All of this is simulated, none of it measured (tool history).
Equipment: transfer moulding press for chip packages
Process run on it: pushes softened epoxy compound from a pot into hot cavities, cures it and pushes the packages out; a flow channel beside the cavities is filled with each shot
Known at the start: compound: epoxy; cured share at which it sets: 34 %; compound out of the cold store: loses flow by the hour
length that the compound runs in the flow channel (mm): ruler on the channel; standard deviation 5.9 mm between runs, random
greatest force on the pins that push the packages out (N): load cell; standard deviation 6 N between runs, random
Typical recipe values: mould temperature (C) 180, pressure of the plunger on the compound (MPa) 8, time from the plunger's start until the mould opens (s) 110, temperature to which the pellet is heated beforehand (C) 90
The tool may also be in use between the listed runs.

run	day	mould temperature (C)	pressure of the plunger on the compound (MPa)	time from the plunger's start until the mould opens (s)	temperature to which the pellet is heated beforehand (C)	incoming compound's hours out of the cold store	length that the compound runs in the flow channel (mm)	greatest force on the pins that push the packages out (N)
1	0	180	8	110	90	24.5	712	238
2	0.508	180	8	110	90	47.1	623	230
3	0.933	180	8	110	90	38.7	649	232
4	1.288	180	8	110	90	34.9	661	245
# day 1.546: cavities cleaned with cleaning compound and waxed
5	1.654	180	8	110	90	10.2	754	237
6	2.096	180	8	110	90	34.6	655	222
7	2.592	182	8	110	90	17	719	230
8	2.975	182	8	110	90	29.8	665	216
9	3.575	182	8	110	90	47.3	612	215
10	4.183	182	8	110	88	47.3	628	214
11	4.6	182	8	110	88	32.3	661	234
12	5.162	182	8	110	88	36.3	649	218
13	5.421	182	8	110	88	32.8	662	221
# day 5.679: cavities cleaned with cleaning compound and waxed
14	5.95	180	8	110	90	20.4	714	234
15	6.412	180	8	110	90	47.3	625	218
16	6.988	180	7.74	110	90	26.3	685	223
17	7.6	180	8	93	90	18.4	721	315
18	8.179	180	9.46	107	86	16	800	250
# day 8.358: plunger's sealing rings changed
19	8.708	183	8	110	90	34.3	664	224
20	9.238	173	8	110	90	15.3	754	359
21	9.538	173	6.75	110	94	10.4	718	379
# day 9.883: cavities cleaned with cleaning compound and waxed
22	10.05	174	8.85	110	93	45	682	286
23	10.308	174	8.85	110	93	34.4	723	308
24	10.95	185	8.85	110	87	23.8	726	213
25	11.283	188	9.74	110	91	36.6	700	214
26	11.767	187	9.06	108	80	12.8	777	213
27	12.321	180	8.59	110	90	11.3	776	242
28	12.846	180	8.59	110	90	36.8	684	229

5 options for the next run, each taken on its own from the tool as it stands now. Forecast them:
A	13.488	180	6.3	110	90	12.2	?	?
B	13.488	186	6.67	110	82	43.4	?	?
C	13.488	180	7.81	110	90	8.9	?	?
D	13.488	180	8.59	110	90	41.6	?	?
E	13.488	180	7.84	110	94	29.1	?	?

run	length that the compound runs in the flow channel (mm)	greatest force on the pins that push the packages out (N)
A	657	249
B	563	203
C	753	243
D	661	240
E	675	227
With the hidden condition removed and each run's random variation left untouched, the same runs would have given:
run	length that the compound runs in the flow channel (mm)	greatest force on the pins that push the packages out (N)
A	658	244
B	563	198
C	754	238
D	662	235
E	676	222
